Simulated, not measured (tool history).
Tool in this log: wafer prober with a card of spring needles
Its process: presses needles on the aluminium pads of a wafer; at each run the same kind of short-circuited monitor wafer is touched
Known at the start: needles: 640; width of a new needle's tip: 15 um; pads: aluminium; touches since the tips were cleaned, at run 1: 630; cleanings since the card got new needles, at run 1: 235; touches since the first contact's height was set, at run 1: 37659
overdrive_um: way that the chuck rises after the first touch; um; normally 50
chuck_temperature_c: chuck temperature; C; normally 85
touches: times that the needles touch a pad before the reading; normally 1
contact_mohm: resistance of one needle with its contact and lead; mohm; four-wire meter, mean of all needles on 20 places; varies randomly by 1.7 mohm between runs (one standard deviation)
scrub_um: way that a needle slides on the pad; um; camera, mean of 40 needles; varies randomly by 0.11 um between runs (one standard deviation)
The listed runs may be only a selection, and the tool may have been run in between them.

| run | day | overdrive_um | chuck_temperature_c | touches | touches since the tips were cleaned | cleanings since the card got new needles | touches since the first contact's height was set | contact_mohm | scrub_um |
|---|---|---|---|---|---|---|---|---|---|
| 1 | 0.000 | 50 | 85 | 1 | 630 | 235 | 37659 | 180 | 9.37 |
|  | 0.454 | tips cleaned on abrasive film |
|  | 1.025 | tips cleaned on abrasive film |
|  | 1.479 | tips cleaned on abrasive film |
|  | 2.050 | tips cleaned on abrasive film |
|  | 2.617 | tips cleaned on abrasive film |
| 2 | 2.862 | 50 | 85 | 1 | 2245 | 240 | 63561 | 182 | 9.36 |
|  | 3.092 | tips cleaned on abrasive film |
|  | 3.662 | tips cleaned on abrasive film |
|  | 4.229 | tips cleaned on abrasive film |
|  | 4.688 | tips cleaned on abrasive film |
|  | 5.254 | tips cleaned on abrasive film |
|  | 5.825 | tips cleaned on abrasive film |
| 3 | 6.146 | 50 | 85 | 1 | 2930 | 246 | 93232 | 178 | 9.24 |
|  | 6.375 | tips cleaned on abrasive film |
|  | 6.946 | tips cleaned on abrasive film |
|  | 7.512 | tips cleaned on abrasive film |
|  | 7.967 | tips cleaned on abrasive film |
|  | 8.538 | tips cleaned on abrasive film |
|  | 9.075 | tips cleaned on abrasive film |
| 4 | 9.075 | 50 | 85 | 1 | 0 | 252 | 119714 | 179 | 9.30 |
|  | 9.646 | tips cleaned on abrasive film |
|  | 10.100 | tips cleaned on abrasive film |
|  | 10.671 | tips cleaned on abrasive film |
|  | 11.133 | tips cleaned on abrasive film |
| 5 | 11.133 | 50 | 85 | 1 | 0 | 256 | 138298 | 181 | 9.11 |
|  | 11.700 | tips cleaned on abrasive film |
|  | 12.271 | tips cleaned on abrasive film |
| 6 | 12.708 | 50 | 85 | 1 | 3993 | 258 | 152568 | 181 | 9.18 |
|  | 12.825 | tips cleaned on abrasive film |
|  | 13.279 | tips cleaned on abrasive film |
|  | 13.521 | height of the first contact set anew |
|  | 13.862 | tips cleaned on abrasive film |
|  | 14.317 | tips cleaned on abrasive film |
|  | 14.888 | tips cleaned on abrasive film |
|  | 15.342 | tips cleaned on abrasive film |
| 7 | 15.354 | 50 | 85 | 1 | 129 | 264 | 16587 | 179 | 9.00 |
|  | 15.812 | tips cleaned on abrasive film |
|  | 16.379 | tips cleaned on abrasive film |
|  | 16.950 | tips cleaned on abrasive film |
|  | 17.429 | tips cleaned on abrasive film |
| 8 | 17.429 | 50 | 85 | 1 | 0 | 268 | 35312 | 177 | 9.35 |
|  | 17.996 | tips cleaned on abrasive film |
|  | 18.454 | tips cleaned on abrasive film |
|  | 18.908 | tips cleaned on abrasive film |
|  | 19.475 | tips cleaned on abrasive film |
| 9 | 19.529 | 50 | 85 | 1 | 463 | 272 | 54288 | 180 | 9.06 |
|  | 19.983 | tips cleaned on abrasive film |
|  | 20.438 | tips cleaned on abrasive film |
|  | 21.008 | tips cleaned on abrasive film |
|  | 21.462 | tips cleaned on abrasive film |
|  | 22.033 | tips cleaned on abrasive film |
| 10 | 22.071 | 43 | 30 | 1 | 341 | 277 | 77256 | 172 | 7.98 |
|  | 22.525 | tips cleaned on abrasive film |
|  | 22.979 | tips cleaned on abrasive film |
|  | 23.550 | tips cleaned on abrasive film |
|  | 24.117 | tips cleaned on abrasive film |
|  | 24.688 | tips cleaned on abrasive film |
|  | 25.254 | tips cleaned on abrasive film |
| 11 | 25.312 | 43 | 30 | 1 | 521 | 283 | 106576 | 171 | 7.94 |
|  | 25.767 | tips cleaned on abrasive film |
|  | 26.225 | tips cleaned on abrasive film |
|  | 26.792 | tips cleaned on abrasive film |
|  | 27.362 | tips cleaned on abrasive film |
|  | 27.929 | tips cleaned on abrasive film |
|  | 28.408 | tips cleaned on abrasive film |
| 12 | 28.408 | 43 | 30 | 1 | 0 | 289 | 134554 | 171 | 8.07 |
|  | 28.975 | tips cleaned on abrasive film |
|  | 29.546 | tips cleaned on abrasive film |
|  | 30.112 | tips cleaned on abrasive film |
|  | 30.683 | tips cleaned on abrasive film |
| 13 | 30.900 | 56 | 26 | 1 | 1996 | 293 | 157118 | 166 | 10.52 |
|  | 31.246 | tips cleaned on abrasive film |
|  | 31.258 | height of the first contact set anew |
|  | 31.825 | tips cleaned on abrasive film |
|  | 32.279 | tips cleaned on abrasive film |
|  | 32.850 | tips cleaned on abrasive film |
| 14 | 33.050 | 50 | 37 | 2 | 1838 | 297 | 16238 | 170 | 9.25 |
|  | 33.396 | tips cleaned on abrasive film |
|  | 33.962 | tips cleaned on abrasive film |
|  | 34.529 | tips cleaned on abrasive film |
|  | 35.100 | tips cleaned on abrasive film |
|  | 35.667 | tips cleaned on abrasive film |
| 15 | 35.708 | 68 | 33 | 2 | 371 | 302 | 40265 | 164 | 12.71 |
|  | 36.167 | tips cleaned on abrasive film |
|  | 36.733 | tips cleaned on abrasive film |
|  | 37.304 | tips cleaned on abrasive film |
| 16 | 37.542 | 68 | 33 | 2 | 2167 | 305 | 56832 | 163 | 12.35 |
|  | 37.771 | tips cleaned on abrasive film |
|  | 38.338 | tips cleaned on abrasive film |
|  | 38.908 | tips cleaned on abrasive film |
|  | 39.475 | tips cleaned on abrasive film |
|  | 40.046 | tips cleaned on abrasive film |
| 17 | 40.317 | 62 | 25 | 1 | 2483 | 310 | 81941 | 166 | 11.37 |
|  | 40.546 | tips cleaned on abrasive film |
|  | 41.117 | tips cleaned on abrasive film |
|  | 41.683 | tips cleaned on abrasive film |
|  | 42.138 | tips cleaned on abrasive film |
|  | 42.638 | card fitted with new needles |
|  | 43.208 | tips cleaned on abrasive film |
|  | 43.662 | tips cleaned on abrasive film |
|  | 44.179 | tips cleaned on abrasive film |
| 18 | 44.179 | 62 | 46 | 1 | 0 | 3 | 13928 | 167 | 11.39 |

5 options for the next run, each taken on its own from the tool as it stands now. Forecast them:
|  | 44.750 | tips cleaned on abrasive film |
|  | 45.204 | tips cleaned on abrasive film |
|  | 45.775 | tips cleaned on abrasive film |
|  | 46.229 | tips cleaned on abrasive film |
|  | 46.796 | tips cleaned on abrasive film |
|  | 47.254 | tips cleaned on abrasive film |
|  | 47.821 | tips cleaned on abrasive film |
| A | 47.942 | 50 | 43 | 1 | 1076 | 10 | 47917 | ? | ? |
|  | 44.750 | tips cleaned on abrasive film |
|  | 45.204 | tips cleaned on abrasive film |
|  | 45.775 | tips cleaned on abrasive film |
|  | 46.229 | tips cleaned on abrasive film |
|  | 46.796 | tips cleaned on abrasive film |
|  | 47.254 | tips cleaned on abrasive film |
|  | 47.821 | tips cleaned on abrasive film |
| B | 47.942 | 38 | 46 | 1 | 1076 | 10 | 47917 | ? | ? |
|  | 44.750 | tips cleaned on abrasive film |
|  | 45.204 | tips cleaned on abrasive film |
|  | 45.775 | tips cleaned on abrasive film |
|  | 46.229 | tips cleaned on abrasive film |
|  | 46.796 | tips cleaned on abrasive film |
|  | 47.254 | tips cleaned on abrasive film |
|  | 47.821 | tips cleaned on abrasive film |
| C | 47.942 | 35 | 26 | 1 | 1076 | 10 | 47917 | ? | ? |
|  | 44.750 | tips cleaned on abrasive film |
|  | 45.204 | tips cleaned on abrasive film |
|  | 45.775 | tips cleaned on abrasive film |
|  | 46.229 | tips cleaned on abrasive film |
|  | 46.796 | tips cleaned on abrasive film |
|  | 47.254 | tips cleaned on abrasive film |
|  | 47.821 | tips cleaned on abrasive film |
| D | 47.942 | 44 | 67 | 2 | 1076 | 10 | 47917 | ? | ? |
|  | 44.750 | tips cleaned on abrasive film |
|  | 45.204 | tips cleaned on abrasive film |
|  | 45.775 | tips cleaned on abrasive film |
|  | 46.229 | tips cleaned on abrasive film |
|  | 46.796 | tips cleaned on abrasive film |
|  | 47.254 | tips cleaned on abrasive film |
|  | 47.821 | tips cleaned on abrasive film |
| E | 47.942 | 31 | 85 | 2 | 1076 | 10 | 47917 | ? | ? |

| run | contact_mohm | scrub_um |
|---|---|---|
| A | 171 | 9.07 |
| B | 177 | 7.07 |
| C | 174 | 6.43 |
| D | 177 | 8.43 |
| E | 191 | 5.86 |
Take away the tool's hidden state, keep each run's random variation, and the runs would have read:
| run | contact_mohm | scrub_um |
|---|---|---|
| A | 171 | 9.08 |
| B | 177 | 7.07 |
| C | 173 | 6.44 |
| D | 177 | 8.43 |
| E | 191 | 5.86 |
